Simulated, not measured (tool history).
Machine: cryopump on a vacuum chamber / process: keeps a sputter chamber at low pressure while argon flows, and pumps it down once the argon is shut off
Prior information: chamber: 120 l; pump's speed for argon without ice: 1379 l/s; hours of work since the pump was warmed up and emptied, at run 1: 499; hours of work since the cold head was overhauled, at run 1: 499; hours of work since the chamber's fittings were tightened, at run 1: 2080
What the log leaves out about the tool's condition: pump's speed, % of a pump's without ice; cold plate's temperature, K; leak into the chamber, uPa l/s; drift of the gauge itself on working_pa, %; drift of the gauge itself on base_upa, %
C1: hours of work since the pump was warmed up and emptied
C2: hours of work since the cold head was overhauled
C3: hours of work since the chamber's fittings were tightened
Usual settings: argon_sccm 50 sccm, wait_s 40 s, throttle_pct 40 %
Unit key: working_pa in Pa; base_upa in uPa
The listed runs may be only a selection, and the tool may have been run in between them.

{"run": 1, "day": 0.0, "argon_sccm": 50, "wait_s": 40, "throttle_pct": 40, "C1": 499, "C2": 499, "C3": 2080, "working_pa": 0.161, "base_upa": 1.68}
{"run": 2, "day": 2.225, "argon_sccm": 50, "wait_s": 40, "throttle_pct": 40, "C1": 523, "C2": 523, "C3": 2104, "working_pa": 0.1631, "base_upa": 1.64}
{"run": 3, "day": 5.617, "argon_sccm": 50, "wait_s": 40, "throttle_pct": 40, "C1": 560, "C2": 560, "C3": 2142, "working_pa": 0.1647, "base_upa": 1.78}
{"day": 6.667, "done": "leaking fittings of the chamber tightened, without venting"}
{"run": 4, "day": 7.683, "argon_sccm": 50, "wait_s": 40, "throttle_pct": 40, "C1": 582, "C2": 582, "C3": 11, "working_pa": 0.1653, "base_upa": 0.95}
{"run": 5, "day": 10.704, "argon_sccm": 50, "wait_s": 40, "throttle_pct": 40, "C1": 615, "C2": 615, "C3": 44, "working_pa": 0.165, "base_upa": 0.98}
{"run": 6, "day": 13.333, "argon_sccm": 50, "wait_s": 40, "throttle_pct": 27, "C1": 644, "C2": 644, "C3": 73, "working_pa": 0.2382, "base_upa": 1.02}
{"run": 7, "day": 15.062, "argon_sccm": 67, "wait_s": 40, "throttle_pct": 40, "C1": 663, "C2": 663, "C3": 92, "working_pa": 0.2246, "base_upa": 0.96}
{"run": 8, "day": 16.925, "argon_sccm": 67, "wait_s": 188, "throttle_pct": 45, "C1": 683, "C2": 683, "C3": 113, "working_pa": 0.202, "base_upa": 0.48}

Expected results for the next run?
{"run": 9, "day": 18.583, "argon_sccm": 74, "wait_s": 135, "throttle_pct": 17, "C1": 702, "C2": 702, "C3": 131, "working_pa": "?", "base_upa": "?"}

Run 9 yielded working_pa 0.5549 Pa, base_upa 0.51 uPa.
Take away the tool's hidden state, keep the run-to-run variation as it was, and the same run would have given working_pa 0.5337 Pa, base_upa 0.37 uPa.
